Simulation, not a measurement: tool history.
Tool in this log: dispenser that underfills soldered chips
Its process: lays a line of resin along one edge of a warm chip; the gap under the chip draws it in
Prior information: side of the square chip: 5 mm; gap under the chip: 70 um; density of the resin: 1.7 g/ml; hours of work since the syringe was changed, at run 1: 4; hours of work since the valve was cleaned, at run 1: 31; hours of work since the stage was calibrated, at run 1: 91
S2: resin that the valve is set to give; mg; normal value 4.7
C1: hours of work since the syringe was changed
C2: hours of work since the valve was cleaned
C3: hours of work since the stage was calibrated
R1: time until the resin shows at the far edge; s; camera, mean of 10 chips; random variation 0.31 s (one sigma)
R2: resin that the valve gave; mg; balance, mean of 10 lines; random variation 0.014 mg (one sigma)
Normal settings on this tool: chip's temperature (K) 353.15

{"run": 1, "hour": 0.0, "chip's temperature (K)": 353.15, "S2": 4.7, "C1": 4, "C2": 31, "C3": 91, "R1": 12.5, "R2": 4.61}
{"hour": 2.9, "done": "new syringe of resin"}
{"run": 2, "hour": 9.3, "chip's temperature (K)": 362.15, "S2": 4.7, "C1": 5, "C2": 38, "C3": 98, "R1": 7.7, "R2": 4.63}
{"hour": 11.2, "done": "new syringe of resin"}
{"run": 3, "hour": 18.6, "chip's temperature (K)": 362.15, "S2": 4.7, "C1": 6, "C2": 45, "C3": 105, "R1": 8.2, "R2": 4.62}
{"hour": 19.4, "done": "new syringe of resin"}
{"run": 4, "hour": 24.9, "chip's temperature (K)": 362.15, "S2": 4.7, "C1": 4, "C2": 50, "C3": 109, "R1": 7.6, "R2": 4.59}
{"hour": 27.8, "done": "new syringe of resin"}
{"run": 5, "hour": 31.6, "chip's temperature (K)": 353.15, "S2": 4.7, "C1": 3, "C2": 55, "C3": 114, "R1": 11, "R2": 4.59}
{"hour": 33.5, "done": "dispensing valve cleaned and set on the balance"}
{"hour": 36.9, "done": "new syringe of resin"}
{"run": 6, "hour": 39.6, "chip's temperature (K)": 353.15, "S2": 4.7, "C1": 2, "C2": 4, "C3": 119, "R1": 10.2, "R2": 4.67}
{"hour": 45.3, "done": "new syringe of resin"}
{"run": 7, "hour": 45.5, "chip's temperature (K)": 353.15, "S2": 5.87, "C1": 0, "C2": 9, "C3": 124, "R1": 8.4, "R2": 5.83}
{"hour": 53.1, "done": "new syringe of resin"}
{"run": 8, "hour": 55.7, "chip's temperature (K)": 353.15, "S2": 5.87, "C1": 2, "C2": 16, "C3": 131, "R1": 10.2, "R2": 5.82}
{"hour": 61.1, "done": "new syringe of resin"}
{"run": 9, "hour": 65.4, "chip's temperature (K)": 353.15, "S2": 4.15, "C1": 3, "C2": 23, "C3": 138, "R1": 12.7, "R2": 4.11}
{"hour": 69.1, "done": "new syringe of resin"}
{"run": 10, "hour": 70.2, "chip's temperature (K)": 353.15, "S2": 4.15, "C1": 1, "C2": 27, "C3": 142, "R1": 9.7, "R2": 4.08}
{"hour": 77.7, "done": "new syringe of resin"}
{"run": 11, "hour": 80.5, "chip's temperature (K)": 353.15, "S2": 4.15, "C1": 2, "C2": 35, "C3": 149, "R1": 11.5, "R2": 4.09}
{"hour": 86.1, "done": "new syringe of resin"}
{"run": 12, "hour": 87.0, "chip's temperature (K)": 353.15, "S2": 4.7, "C1": 1, "C2": 39, "C3": 154, "R1": 9.2, "R2": 4.6}
{"run": 13, "hour": 93.4, "chip's temperature (K)": 353.15, "S2": 5.14, "C1": 6, "C2": 44, "C3": 159, "R1": 13.1, "R2": 5.01}
{"hour": 94.4, "done": "new syringe of resin"}
{"run": 14, "hour": 98.1, "chip's temperature (K)": 353.15, "S2": 5.14, "C1": 3, "C2": 48, "C3": 162, "R1": 10.8, "R2": 5.03}
{"hour": 102.3, "done": "new syringe of resin"}
{"run": 15, "hour": 103.9, "chip's temperature (K)": 343.15, "S2": 4.99, "C1": 1, "C2": 52, "C3": 167, "R1": 16.4, "R2": 4.88}
{"hour": 109.1, "done": "dispensing valve cleaned and set on the balance"}
{"run": 16, "hour": 109.8, "chip's temperature (K)": 343.15, "S2": 4.99, "C1": 5, "C2": 1, "C3": 170, "R1": 21.8, "R2": 5}
{"hour": 111.7, "done": "new syringe of resin"}
{"run": 17, "hour": 115.7, "chip's temperature (K)": 339.15, "S2": 5.68, "C1": 3, "C2": 5, "C3": 175, "R1": 23.5, "R2": 5.68}
{"hour": 120.1, "done": "new syringe of resin"}
{"run": 18, "hour": 122.4, "chip's temperature (K)": 345.15, "S2": 4.43, "C1": 2, "C2": 10, "C3": 180, "R1": 16.1, "R2": 4.4}
{"hour": 128.5, "done": "new syringe of resin"}
{"run": 19, "hour": 131.2, "chip's temperature (K)": 350.15, "S2": 4.57, "C1": 2, "C2": 16, "C3": 186, "R1": 12.2, "R2": 4.54}
{"run": 20, "hour": 136.0, "chip's temperature (K)": 352.15, "S2": 4.34, "C1": 6, "C2": 20, "C3": 190, "R1": 14.6, "R2": 4.28}
{"hour": 137.2, "done": "new syringe of resin"}
{"run": 21, "hour": 141.7, "chip's temperature (K)": 360.15, "S2": 4.34, "C1": 3, "C2": 24, "C3": 194, "R1": 8.4, "R2": 4.31}
{"hour": 145.3, "done": "new syringe of resin"}
{"run": 22, "hour": 149.1, "chip's temperature (K)": 349.15, "S2": 4.7, "C1": 3, "C2": 29, "C3": 199, "R1": 14.2, "R2": 4.64}
{"hour": 153.3, "done": "new syringe of resin"}
{"run": 23, "hour": 158.2, "chip's temperature (K)": 367.15, "S2": 5.34, "C1": 4, "C2": 36, "C3": 206, "R1": 5.5, "R2": 5.25}
{"hour": 161.3, "done": "new syringe of resin"}
{"run": 24, "hour": 165.5, "chip's temperature (K)": 367.15, "S2": 5.34, "C1": 3, "C2": 42, "C3": 211, "R1": 5.8, "R2": 5.22}
{"hour": 169.3, "done": "new syringe of resin"}
{"run": 25, "hour": 170.2, "chip's temperature (K)": 338.15, "S2": 4.61, "C1": 1, "C2": 45, "C3": 215, "R1": 21.3, "R2": 4.53}
{"hour": 177.8, "done": "new syringe of resin"}
{"run": 26, "hour": 178.2, "chip's temperature (K)": 357.15, "S2": 4.7, "C1": 0, "C2": 51, "C3": 221, "R1": 6.8, "R2": 4.6}
{"hour": 185.2, "done": "dispensing valve cleaned and set on the balance"}
{"run": 27, "hour": 185.2, "chip's temperature (K)": 357.15, "S2": 4.7, "C1": 5, "C2": 0, "C3": 225, "R1": 10.9, "R2": 4.7}

Forecast each of these 3 alternatives for the next run:
{"hour": 186.7, "done": "new syringe of resin"}
{"run": "A", "hour": 192.5, "chip's temperature (K)": 357.15, "S2": 5.46, "C1": 4, "C2": 5, "C3": 231, "R1": "?", "R2": "?"}
{"hour": 186.7, "done": "new syringe of resin"}
{"run": "B", "hour": 192.5, "chip's temperature (K)": 357.15, "S2": 4.09, "C1": 4, "C2": 5, "C3": 231, "R1": "?", "R2": "?"}
{"hour": 186.7, "done": "new syringe of resin"}
{"run": "C", "hour": 192.5, "chip's temperature (K)": 344.15, "S2": 5.21, "C1": 4, "C2": 5, "C3": 231, "R1": "?", "R2": "?"}

run=A R1=10.5 R2=5.46
run=B R1=10.4 R2=4.07
run=C R1=19.7 R2=5.19
Stripped of hidden state, with their random variation kept, the same runs would have yielded:
run=A R1=7.4 R2=5.48
run=B R1=7.2 R2=4.08
run=C R1=13.6 R2=5.21
